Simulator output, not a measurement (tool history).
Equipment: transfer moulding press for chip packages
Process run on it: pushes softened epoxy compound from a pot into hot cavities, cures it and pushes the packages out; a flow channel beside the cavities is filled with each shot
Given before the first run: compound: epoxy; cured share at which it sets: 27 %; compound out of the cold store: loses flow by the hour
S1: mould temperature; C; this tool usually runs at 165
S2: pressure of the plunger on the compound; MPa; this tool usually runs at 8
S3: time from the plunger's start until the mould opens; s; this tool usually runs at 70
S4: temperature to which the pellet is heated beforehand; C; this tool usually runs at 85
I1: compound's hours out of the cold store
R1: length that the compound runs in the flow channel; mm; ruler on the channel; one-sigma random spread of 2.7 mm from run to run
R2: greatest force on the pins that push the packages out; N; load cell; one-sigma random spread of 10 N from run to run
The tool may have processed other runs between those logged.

| run | hour | S1 | S2 | S3 | S4 | I1 | R1 | R2 |
|---|---|---|---|---|---|---|---|---|
| 1 | 0 | 165 | 8 | 70 | 85 | 13.5 | 644 | 825 |
|  | 16 | cavities cleaned with cleaning compound and waxed |
| 2 | 44.7 | 165 | 8 | 70 | 85 | 15.6 | 628 | 800 |
|  | 59.2 | cavities cleaned with cleaning compound and waxed |
| 3 | 84.7 | 165 | 8 | 70 | 85 | 42.6 | 577 | 776 |
|  | 103 | cavities cleaned with cleaning compound and waxed |
| 4 | 135.6 | 165 | 8 | 70 | 85 | 27.8 | 599 | 843 |
|  | 145.8 | cavities cleaned with cleaning compound and waxed |
|  | 189 | cavities cleaned with cleaning compound and waxed |
| 5 | 192.9 | 165 | 8 | 70 | 85 | 21.1 | 610 | 550 |
|  | 232.6 | cavities cleaned with cleaning compound and waxed |
| 6 | 242 | 162 | 8 | 70 | 85 | 24.2 | 607 | 759 |
|  | 276.2 | cavities cleaned with cleaning compound and waxed |
| 7 | 288 | 165 | 8 | 70 | 85 | 13.7 | 622 | 640 |
|  | 323.2 | cavities cleaned with cleaning compound and waxed |
| 8 | 336.7 | 165 | 7.22 | 70 | 85 | 23.4 | 563 | 665 |
|  | 350.5 | plunger's sealing rings changed |
|  | 369.2 | cavities cleaned with cleaning compound and waxed |
| 9 | 395.4 | 165 | 7.22 | 70 | 85 | 23.7 | 590 | 766 |
|  | 414.8 | cavities cleaned with cleaning compound and waxed |
| 10 | 442.8 | 165 | 8 | 70 | 88 | 46.1 | 575 | 773 |
|  | 458.2 | cavities cleaned with cleaning compound and waxed |
| 11 | 498.4 | 165 | 8 | 70 | 88 | 37.3 | 588 | 818 |
|  | 504.9 | cavities cleaned with cleaning compound and waxed |
| 12 | 527.5 | 165 | 8 | 70 | 88 | 32.8 | 590 | 709 |
|  | 548.5 | cavities cleaned with cleaning compound and waxed |
| 13 | 554.7 | 165 | 8 | 70 | 88 | 28.9 | 594 | 557 |
| 14 | 581.2 | 165 | 8 | 63 | 85 | 10.1 | 634 | 1071 |
|  | 592.9 | cavities cleaned with cleaning compound and waxed |
| 15 | 608.4 | 165 | 8 | 63 | 85 | 21.8 | 604 | 834 |
|  | 621.2 | mould's thermocouples calibrated |
|  | 638.2 | cavities cleaned with cleaning compound and waxed |
| 16 | 665.4 | 158 | 7.29 | 66 | 89 | 35.9 | 572 | 1581 |
|  | 681 | cavities cleaned with cleaning compound and waxed |
| 17 | 696.2 | 158 | 7.29 | 66 | 89 | 27.8 | 580 | 1388 |
|  | 725.4 | cavities cleaned with cleaning compound and waxed |
|  | 731.5 | plunger's sealing rings changed |
| 18 | 740.3 | 165 | 8.37 | 60 | 85 | 26.3 | 632 | 906 |
|  | 774.7 | cavities cleaned with cleaning compound and waxed |
| 19 | 789.3 | 165 | 8.37 | 60 | 85 | 34.5 | 611 | 1006 |
|  | 818.5 | cavities cleaned with cleaning compound and waxed |
| 20 | 838.5 | 165 | 8 | 55 | 85 | 44.8 | 574 | 1296 |
|  | 862.2 | cavities cleaned with cleaning compound and waxed |
| 21 | 889.6 | 161 | 7.8 | 80 | 87 | 8.4 | 649 | 829 |
|  | 905.3 | cavities cleaned with cleaning compound and waxed |
| 22 | 919.3 | 161 | 8 | 70 | 76 | 24.4 | 617 | 1006 |
| 23 | 942.8 | 161 | 8 | 70 | 76 | 24 | 614 | 1220 |
|  | 950 | cavities cleaned with cleaning compound and waxed |
|  | 993.1 | cavities cleaned with cleaning compound and waxed |
| 24 | 993.1 | 161 | 8 | 70 | 76 | 14.7 | 635 | 713 |
|  | 1038.7 | cavities cleaned with cleaning compound and waxed |
| 25 | 1047.6 | 165 | 8 | 70 | 80 | 23.5 | 598 | 614 |

Pick out some run-to-run changes in R1. Of each, how much would a tool without hidden state show as well, from the settings, what came in and chance, and how much is left for the hidden state and any gauge scatter not in both results compared?
The hidden state here: true mould temperature over the reading, C; pressure that reaches the compound, % of what is set; grip of the stained cavities, % over clean ones'; drift of the gauge itself on flow_mm, %; drift of the gauge itself on push_out_n, %.
Run 7 -> 8: S2 8 -> 7.22, cavities cleaned with cleaning compound and waxed. R1 -59 mm: hidden state -1, all else -58.
Run 8 -> 9: plunger's sealing rings changed, cavities cleaned with cleaning compound and waxed. R1 +27 mm: hidden state +23, all else +4.
Run 17 -> 18: S1 158 -> 165, S2 7.29 -> 8.37, S3 66 -> 60, S4 89 -> 85, cavities cleaned with cleaning compound and waxed, plunger's sealing rings changed. R1 +52 mm: hidden state +25, all else +27.
Run 20 -> 21: S1 165 -> 161, S2 8 -> 7.8, S3 55 -> 80, S4 85 -> 87, cavities cleaned with cleaning compound and waxed. R1 +75 mm: hidden state -5, all else +80.

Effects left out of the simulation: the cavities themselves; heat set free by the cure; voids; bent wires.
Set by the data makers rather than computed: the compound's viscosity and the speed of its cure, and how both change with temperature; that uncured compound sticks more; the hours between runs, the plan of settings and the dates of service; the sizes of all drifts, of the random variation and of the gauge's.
